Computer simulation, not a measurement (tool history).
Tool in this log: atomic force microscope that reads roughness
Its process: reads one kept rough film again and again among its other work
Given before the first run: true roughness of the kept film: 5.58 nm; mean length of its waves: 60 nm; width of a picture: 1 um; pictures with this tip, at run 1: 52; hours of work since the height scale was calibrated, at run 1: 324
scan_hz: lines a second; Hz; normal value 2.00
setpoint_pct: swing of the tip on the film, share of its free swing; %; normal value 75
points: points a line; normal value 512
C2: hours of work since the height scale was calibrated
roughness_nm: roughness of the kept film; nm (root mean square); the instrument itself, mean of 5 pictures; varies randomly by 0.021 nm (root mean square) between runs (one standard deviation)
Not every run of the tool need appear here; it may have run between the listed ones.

{"run": 1, "hour": 0.0, "scan_hz": 2.0, "setpoint_pct": 75, "points": 512, "pictures with this tip": 52, "C2": 324, "roughness_nm": 4.921}
{"run": 2, "hour": 13.5, "scan_hz": 2.0, "setpoint_pct": 59, "points": 512, "pictures with this tip": 85, "C2": 334, "roughness_nm": 4.977}
{"run": 3, "hour": 34.1, "scan_hz": 2.0, "setpoint_pct": 75, "points": 512, "pictures with this tip": 135, "C2": 349, "roughness_nm": 4.827}
{"run": 4, "hour": 60.0, "scan_hz": 2.0, "setpoint_pct": 75, "points": 512, "pictures with this tip": 198, "C2": 369, "roughness_nm": 4.697}
{"run": 5, "hour": 74.1, "scan_hz": 2.0, "setpoint_pct": 75, "points": 927, "pictures with this tip": 233, "C2": 379, "roughness_nm": 4.665}
{"run": 6, "hour": 97.1, "scan_hz": 2.0, "setpoint_pct": 75, "points": 927, "pictures with this tip": 289, "C2": 396, "roughness_nm": 4.617}
{"hour": 104.2, "done": "new tip fitted"}
{"run": 7, "hour": 127.0, "scan_hz": 2.0, "setpoint_pct": 75, "points": 294, "pictures with this tip": 56, "C2": 418, "roughness_nm": 4.956}
{"run": 8, "hour": 150.5, "scan_hz": 2.0, "setpoint_pct": 75, "points": 294, "pictures with this tip": 113, "C2": 435, "roughness_nm": 4.84}
{"run": 9, "hour": 174.1, "scan_hz": 2.0, "setpoint_pct": 75, "points": 294, "pictures with this tip": 171, "C2": 453, "roughness_nm": 4.751}
{"run": 10, "hour": 202.7, "scan_hz": 2.0, "setpoint_pct": 75, "points": 512, "pictures with this tip": 241, "C2": 474, "roughness_nm": 4.659}
{"hour": 231.4, "done": "new tip fitted"}
{"run": 11, "hour": 232.8, "scan_hz": 2.0, "setpoint_pct": 75, "points": 329, "pictures with this tip": 4, "C2": 496, "roughness_nm": 4.958}
{"run": 12, "hour": 251.8, "scan_hz": 2.0, "setpoint_pct": 75, "points": 512, "pictures with this tip": 50, "C2": 510, "roughness_nm": 4.947}
{"run": 13, "hour": 271.2, "scan_hz": 2.0, "setpoint_pct": 75, "points": 512, "pictures with this tip": 97, "C2": 524, "roughness_nm": 4.85}
{"run": 14, "hour": 292.3, "scan_hz": 2.0, "setpoint_pct": 75, "points": 512, "pictures with this tip": 149, "C2": 540, "roughness_nm": 4.778}
{"run": 15, "hour": 310.9, "scan_hz": 2.0, "setpoint_pct": 83, "points": 512, "pictures with this tip": 194, "C2": 554, "roughness_nm": 4.637}
{"run": 16, "hour": 334.7, "scan_hz": 2.0, "setpoint_pct": 83, "points": 512, "pictures with this tip": 252, "C2": 571, "roughness_nm": 4.563}
{"hour": 357.3, "done": "new tip fitted"}
{"run": 17, "hour": 360.5, "scan_hz": 2.0, "setpoint_pct": 83, "points": 512, "pictures with this tip": 8, "C2": 590, "roughness_nm": 4.895}
{"run": 18, "hour": 381.4, "scan_hz": 2.0, "setpoint_pct": 83, "points": 512, "pictures with this tip": 59, "C2": 605, "roughness_nm": 4.824}
{"run": 19, "hour": 397.1, "scan_hz": 2.0, "setpoint_pct": 75, "points": 512, "pictures with this tip": 98, "C2": 617, "roughness_nm": 4.853}
{"run": 20, "hour": 417.3, "scan_hz": 2.0, "setpoint_pct": 75, "points": 512, "pictures with this tip": 147, "C2": 632, "roughness_nm": 4.767}
{"run": 21, "hour": 429.8, "scan_hz": 2.0, "setpoint_pct": 75, "points": 512, "pictures with this tip": 177, "C2": 641, "roughness_nm": 4.753}
{"run": 22, "hour": 442.9, "scan_hz": 2.0, "setpoint_pct": 75, "points": 512, "pictures with this tip": 209, "C2": 651, "roughness_nm": 4.697}
{"run": 23, "hour": 472.1, "scan_hz": 2.0, "setpoint_pct": 75, "points": 512, "pictures with this tip": 281, "C2": 672, "roughness_nm": 4.595}
{"hour": 483.6, "done": "new tip fitted"}
{"run": 24, "hour": 488.1, "scan_hz": 2.0, "setpoint_pct": 75, "points": 512, "pictures with this tip": 11, "C2": 684, "roughness_nm": 4.981}
{"run": 25, "hour": 500.9, "scan_hz": 2.0, "setpoint_pct": 62, "points": 848, "pictures with this tip": 43, "C2": 693, "roughness_nm": 5.048}
{"run": 26, "hour": 529.5, "scan_hz": 2.0, "setpoint_pct": 63, "points": 487, "pictures with this tip": 112, "C2": 714, "roughness_nm": 4.904}
{"run": 27, "hour": 552.4, "scan_hz": 0.69, "setpoint_pct": 75, "points": 384, "pictures with this tip": 168, "C2": 731, "roughness_nm": 4.85}
{"run": 28, "hour": 572.8, "scan_hz": 0.56, "setpoint_pct": 88, "points": 384, "pictures with this tip": 218, "C2": 747, "roughness_nm": 4.737}
{"run": 29, "hour": 588.3, "scan_hz": 0.56, "setpoint_pct": 88, "points": 384, "pictures with this tip": 256, "C2": 758, "roughness_nm": 4.681}
{"hour": 610.0, "done": "new tip fitted"}
{"run": 30, "hour": 611.8, "scan_hz": 2.19, "setpoint_pct": 88, "points": 468, "pictures with this tip": 4, "C2": 775, "roughness_nm": 4.783}
{"run": 31, "hour": 629.6, "scan_hz": 1.22, "setpoint_pct": 67, "points": 270, "pictures with this tip": 48, "C2": 788, "roughness_nm": 4.999}
{"run": 32, "hour": 652.3, "scan_hz": 1.51, "setpoint_pct": 67, "points": 641, "pictures with this tip": 103, "C2": 805, "roughness_nm": 4.913}
{"run": 33, "hour": 675.7, "scan_hz": 2.11, "setpoint_pct": 65, "points": 940, "pictures with this tip": 160, "C2": 822, "roughness_nm": 4.847}
{"run": 34, "hour": 693.0, "scan_hz": 0.7, "setpoint_pct": 65, "points": 324, "pictures with this tip": 202, "C2": 835, "roughness_nm": 4.808}
{"run": 35, "hour": 717.5, "scan_hz": 1.28, "setpoint_pct": 82, "points": 584, "pictures with this tip": 262, "C2": 853, "roughness_nm": 4.623}
{"hour": 736.7, "done": "new tip fitted"}
{"run": 36, "hour": 747.7, "scan_hz": 2.0, "setpoint_pct": 90, "points": 421, "pictures with this tip": 27, "C2": 875, "roughness_nm": 4.75}
{"run": 37, "hour": 773.8, "scan_hz": 0.79, "setpoint_pct": 89, "points": 381, "pictures with this tip": 90, "C2": 895, "roughness_nm": 4.864}
{"run": 38, "hour": 800.1, "scan_hz": 2.0, "setpoint_pct": 75, "points": 533, "pictures with this tip": 154, "C2": 914, "roughness_nm": 4.733}
{"run": 39, "hour": 814.2, "scan_hz": 2.0, "setpoint_pct": 75, "points": 533, "pictures with this tip": 189, "C2": 924, "roughness_nm": 4.707}
{"run": 40, "hour": 836.3, "scan_hz": 0.56, "setpoint_pct": 78, "points": 331, "pictures with this tip": 243, "C2": 941, "roughness_nm": 4.742}
{"hour": 862.5, "done": "new tip fitted"}
{"run": 41, "hour": 862.5, "scan_hz": 0.56, "setpoint_pct": 78, "points": 331, "pictures with this tip": 0, "C2": 960, "roughness_nm": 5.111}
{"run": 42, "hour": 885.0, "scan_hz": 0.73, "setpoint_pct": 75, "points": 491, "pictures with this tip": 54, "C2": 976, "roughness_nm": 4.982}
{"run": 43, "hour": 897.5, "scan_hz": 0.73, "setpoint_pct": 75, "points": 491, "pictures with this tip": 85, "C2": 986, "roughness_nm": 4.96}
{"run": 44, "hour": 917.4, "scan_hz": 2.2, "setpoint_pct": 60, "points": 526, "pictures with this tip": 133, "C2": 1000, "roughness_nm": 4.887}
{"run": 45, "hour": 933.5, "scan_hz": 0.69, "setpoint_pct": 80, "points": 729, "pictures with this tip": 173, "C2": 1012, "roughness_nm": 4.819}
{"run": 46, "hour": 954.7, "scan_hz": 0.6, "setpoint_pct": 75, "points": 512, "pictures with this tip": 225, "C2": 1028, "roughness_nm": 4.773}
{"run": 47, "hour": 980.0, "scan_hz": 2.5, "setpoint_pct": 64, "points": 820, "pictures with this tip": 286, "C2": 1047, "roughness_nm": 4.639}

What differs in the tool's unlogged condition from the final listed run ahead of each entry between runs to the first listed run following it?
Runs 6 to 7: new tip fitted (hour 104.2)
  radius of the tip, nm: 26.1 -> 13.1; height scale over the true one, %: -0.56 -> -0.58
  the result without the hidden state subtracted from the measured one, roughness_nm: -0.457 -> -0.118 nm (root mean square)
Runs 10 to 11: new tip fitted (hour 231.4)
  radius of the tip, nm: 23.4 -> 10.8; height scale over the true one, %: -0.64 -> -0.67
  the result without the hidden state subtracted from the measured one, roughness_nm: -0.392 -> -0.057 nm (root mean square)
Runs 16 to 17: new tip fitted (hour 357.3)
  radius of the tip, nm: 24 -> 10.5; height scale over the true one, %: -0.76 -> -0.78
  the result without the hidden state subtracted from the measured one, roughness_nm: -0.405 -> -0.052 nm (root mean square)
Runs 23 to 24: new tip fitted (hour 483.6)
  radius of the tip, nm: 25 -> 10.7; height scale over the true one, %: -0.87 -> -0.89
  the result without the hidden state subtracted from the measured one, roughness_nm: -0.441 -> -0.064 nm (root mean square)
Runs 29 to 30: new tip fitted (hour 610.0)
  radius of the tip, nm: 23.9 -> 10.4; height scale over the true one, %: -0.97 -> -0.99
  the result without the hidden state subtracted from the measured one, roughness_nm: -0.426 -> -0.058 nm (root mean square)
Runs 35 to 36: new tip fitted (hour 736.7)
  radius of the tip, nm: 24.1 -> 12; height scale over the true one, %: -1.08 -> -1.11
  the result without the hidden state subtracted from the measured one, roughness_nm: -0.430 -> -0.108 nm (root mean square)
Runs 40 to 41: new tip fitted (hour 862.5)
  radius of the tip, nm: 23.7 -> 10.3; height scale over the true one, %: -1.18 -> -1.2
  the result without the hidden state subtracted from the measured one, roughness_nm: -0.436 -> -0.072 nm (root mean square)
